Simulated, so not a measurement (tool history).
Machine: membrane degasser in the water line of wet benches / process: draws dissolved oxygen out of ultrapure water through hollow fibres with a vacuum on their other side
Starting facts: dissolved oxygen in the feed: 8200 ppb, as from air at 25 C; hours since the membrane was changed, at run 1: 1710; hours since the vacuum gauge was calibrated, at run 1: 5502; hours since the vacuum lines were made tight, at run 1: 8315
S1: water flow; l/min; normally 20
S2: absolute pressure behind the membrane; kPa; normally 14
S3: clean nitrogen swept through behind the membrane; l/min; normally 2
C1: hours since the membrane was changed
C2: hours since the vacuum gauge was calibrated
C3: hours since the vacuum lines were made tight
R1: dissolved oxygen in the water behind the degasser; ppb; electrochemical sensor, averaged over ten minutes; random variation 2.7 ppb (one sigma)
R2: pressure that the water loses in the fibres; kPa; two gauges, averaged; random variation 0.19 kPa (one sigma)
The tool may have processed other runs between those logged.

run	hour	S1	S2	S3	C1	C2	C3	R1	R2
1	0	20	14	2	1710	5502	8315	328.2	39.7
2	30.6	20	10.6	2	1740	5532	8346	252.7	39.62
3	73.4	20	14	1.84	1783	5575	8389	346.5	39.86
4	95.4	20	14	2	1805	5597	8411	328.2	39.66
5	116.7	20	14	2	1826	5618	8432	333.5	39.67
6	154	20	14	2	1864	5656	8469	327.2	39.67
7	198.8	20	14	2	1908	5701	8514	323.7	39.42
8	244.5	20	14	2	1954	5746	8560	327.3	39.42
9	278.2	20	14	2	1988	5780	8593	328.5	39.7
10	307.5	20	19.3	2	2017	5809	8623	448.7	39.8
11	331.8	22	14	3.28	2041	5833	8647	276.5	43.82
12	369.7	22	14	3.28	2079	5871	8685	276.1	43.3
13	393.9	20	12.4	1.29	2103	5896	8709	395	39.54
14	428.1	20	12.4	1.29	2138	5930	8743	401.3	39.9
15	471.4	14	11.8	3.39	2181	5973	8787	111.3	28.17
16	496.9	14	11.8	3.39	2206	5999	8812	113.7	27.99
17	533.3	19	9.7	3.39	2243	6035	8849	154.6	37.56
18	569.8	25	14	1.44	2279	6071	8885	552.9	49.66
19	594.8	16	14	1.44	2304	6097	8910	323.8	31.72
20	623.8	16	14	3.08	2333	6126	8939	175.2	31.65

Table of differences, measured result less the result of that run with no hidden state. Run-to-run variation is the same in both. Gauge scatter possibly is not:
Unlogged tool condition in this case: membrane still open, %; true pressure behind the membrane over the reading, kPa; air that leaks in behind the membrane, l/min; drift of the gauge itself on oxygen_ppb, %; drift of the gauge itself on loss_of_pressure_kpa, %.
run	R1	R2
1	+15	+0.46
2	+13.5	+0.47
3	+15.9	+0.49
4	+15.3	+0.5
5	+15.7	+0.5
6	+15.5	+0.51
7	+15.5	+0.52
8	+15.9	+0.53
9	+16.1	+0.54
10	+19.1	+0.56
11	+14.1	+0.61
12	+14.2	+0.62
13	+19.2	+0.57
14	+19.5	+0.58
15	+8.1	+0.41
16	+8.4	+0.42
17	+10.7	+0.58
18	+23.6	+0.78
19	+17.9	+0.51
20	+11.2	+0.5

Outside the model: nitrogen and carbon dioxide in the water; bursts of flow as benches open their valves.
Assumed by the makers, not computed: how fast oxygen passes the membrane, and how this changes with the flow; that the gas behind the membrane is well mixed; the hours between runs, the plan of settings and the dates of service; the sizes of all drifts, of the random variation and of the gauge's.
